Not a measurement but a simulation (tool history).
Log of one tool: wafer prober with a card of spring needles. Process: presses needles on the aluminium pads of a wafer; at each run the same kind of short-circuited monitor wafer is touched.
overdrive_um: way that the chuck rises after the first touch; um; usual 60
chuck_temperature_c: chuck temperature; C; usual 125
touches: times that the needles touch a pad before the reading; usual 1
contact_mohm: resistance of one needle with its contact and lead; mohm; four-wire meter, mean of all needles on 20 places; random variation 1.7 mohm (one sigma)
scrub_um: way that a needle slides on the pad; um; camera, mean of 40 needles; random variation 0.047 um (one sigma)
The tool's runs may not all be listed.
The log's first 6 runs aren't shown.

Run 7, hour 44.2: usual settings but overdrive_um 41 um, chuck_temperature_c 52 C. Result: contact_mohm 376 mohm, scrub_um 7.97 um.
At hour 51.3: tips cleaned on abrasive film.
Run 8, hour 53.5: usual settings but overdrive_um 41 um, chuck_temperature_c 52 C. Result: contact_mohm 203 mohm, scrub_um 7.98 um.
Run 9, hour 64.2: usual settings but overdrive_um 41 um, chuck_temperature_c 52 C. Result: contact_mohm 298 mohm, scrub_um 7.96 um.
Run 10, hour 70.1: usual settings but touches 3. Result: contact_mohm 201 mohm, scrub_um 11.75 um.
Run 11, hour 77.4: usual settings but touches 3. Result: contact_mohm 208 mohm, scrub_um 11.72 um.
Run 12, hour 82.6: usual settings but touches 3. Result: contact_mohm 213 mohm, scrub_um 11.71 um.
At hour 84.3: tips cleaned on abrasive film.
Run 13, hour 91.7: usual settings but touches 3. Result: contact_mohm 188 mohm, scrub_um 11.69 um.
At hour 92.6: height of the first contact set anew.
Run 14, hour 104: usual settings but overdrive_um 47 um, touches 3. Result: contact_mohm 217 mohm, scrub_um 9.09 um.
Run 15, hour 112.9: usual settings but overdrive_um 47 um, touches 3. Result: contact_mohm 234 mohm, scrub_um 9.18 um.
At hour 117.6: tips cleaned on abrasive film.
Run 16, hour 121.6: usual settings but overdrive_um 47 um, touches 3. Result: contact_mohm 196 mohm, scrub_um 9.09 um.
Run 17, hour 132.7: usual settings but overdrive_um 47 um, touches 3. Result: contact_mohm 215 mohm, scrub_um 9.14 um.
At hour 142.6: height of the first contact set anew, once more.
Run 18, hour 144.1: usual settings but overdrive_um 47 um, touches 3. Result: contact_mohm 229 mohm, scrub_um 9.21 um.

The next listed run, before its measurement:
At hour 151.2: tips cleaned on abrasive film.
Run 19, hour 155: usual settings but overdrive_um 46 um, chuck_temperature_c 31 C. Result: contact_mohm ?, scrub_um ?.

{"run 19": {"contact_mohm": 208, "scrub_um": 9.04}}
Without the tool's hidden state the same run would have given contact_mohm 159 mohm, scrub_um 9.06 um.

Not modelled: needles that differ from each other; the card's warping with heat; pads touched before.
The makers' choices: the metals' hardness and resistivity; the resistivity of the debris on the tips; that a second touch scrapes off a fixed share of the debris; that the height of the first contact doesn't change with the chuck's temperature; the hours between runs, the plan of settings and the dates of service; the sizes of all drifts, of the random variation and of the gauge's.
